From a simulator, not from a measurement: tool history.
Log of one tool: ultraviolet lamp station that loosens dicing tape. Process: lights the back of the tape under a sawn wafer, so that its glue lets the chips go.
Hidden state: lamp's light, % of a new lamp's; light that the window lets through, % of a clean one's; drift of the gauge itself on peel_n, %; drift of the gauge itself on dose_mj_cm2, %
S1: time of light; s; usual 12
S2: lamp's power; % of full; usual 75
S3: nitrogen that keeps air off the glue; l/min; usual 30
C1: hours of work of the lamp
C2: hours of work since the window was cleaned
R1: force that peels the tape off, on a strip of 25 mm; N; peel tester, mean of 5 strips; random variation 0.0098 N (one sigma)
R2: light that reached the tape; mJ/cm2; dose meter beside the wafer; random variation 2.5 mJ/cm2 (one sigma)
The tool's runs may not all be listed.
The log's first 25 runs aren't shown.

| run | hour | S1 | S2 | S3 | C1 | C2 | R1 | R2 |
|---|---|---|---|---|---|---|---|---|
| 26 | 250.3 | 18 | 67 | 29 | 285 | 316 | 0.311 | 344 |
| 27 | 256.1 | 18 | 67 | 29 | 288 | 320 | 0.323 | 346 |
| 28 | 265 | 10 | 97 | 29 | 293 | 325 | 0.518 | 276 |
| 29 | 278.5 | 7 | 89 | 30 | 301 | 332 | 1.22 | 177 |
| 30 | 286.6 | 7 | 89 | 30 | 305 | 337 | 1.157 | 179 |
|  | 288.3 | window cleaned of glue's vapour |
| 31 | 300 | 8 | 100 | 25 | 313 | 7 | 0.882 | 219 |
| 32 | 308.2 | 10 | 69 | 15 | 317 | 11 | 1.587 | 185 |
| 33 | 318.5 | 10 | 73 | 13 | 323 | 17 | 1.586 | 195 |
| 34 | 330.9 | 8 | 75 | 24 | 330 | 24 | 1.483 | 165 |
|  | 336.3 | window cleaned of glue's vapour, once more |
| 35 | 342.7 | 8 | 75 | 24 | 336 | 4 | 1.299 | 181 |
| 36 | 350.8 | 8 | 75 | 24 | 341 | 8 | 1.249 | 180 |
| 37 | 357.7 | 19 | 69 | 24 | 345 | 12 | 0.265 | 396 |
| 38 | 368.5 | 14 | 63 | 37 | 351 | 18 | 0.455 | 269 |
| 39 | 381.2 | 8 | 98 | 30 | 358 | 25 | 0.688 | 239 |
| 40 | 387.4 | 8 | 95 | 29 | 361 | 29 | 0.733 | 233 |
| 41 | 398 | 7 | 86 | 56 | 367 | 35 | 0.779 | 182 |
| 42 | 407.6 | 14 | 70 | 30 | 373 | 40 | 0.436 | 298 |
| 43 | 421.5 | 22 | 70 | 29 | 381 | 48 | 0.182 | 462 |

3 ways to go on from here, each from the tool as it stands after run 43. What would each give?
| A | 430.2 | 8 | 65 | 26 | 386 | 53 | ? | ? |
| B | 430.2 | 18 | 75 | 30 | 386 | 53 | ? | ? |
| C | 430.2 | 12 | 70 | 29 | 386 | 53 | ? | ? |

| run | R1 | R2 |
|---|---|---|
| A | 1.54 | 156 |
| B | 0.219 | 401 |
| C | 0.641 | 248 |
Without the tool's hidden state the same runs would have given:
| run | R1 | R2 |
|---|---|---|
| A | 1.327 | 173 |
| B | 0.182 | 445 |
| C | 0.516 | 275 |

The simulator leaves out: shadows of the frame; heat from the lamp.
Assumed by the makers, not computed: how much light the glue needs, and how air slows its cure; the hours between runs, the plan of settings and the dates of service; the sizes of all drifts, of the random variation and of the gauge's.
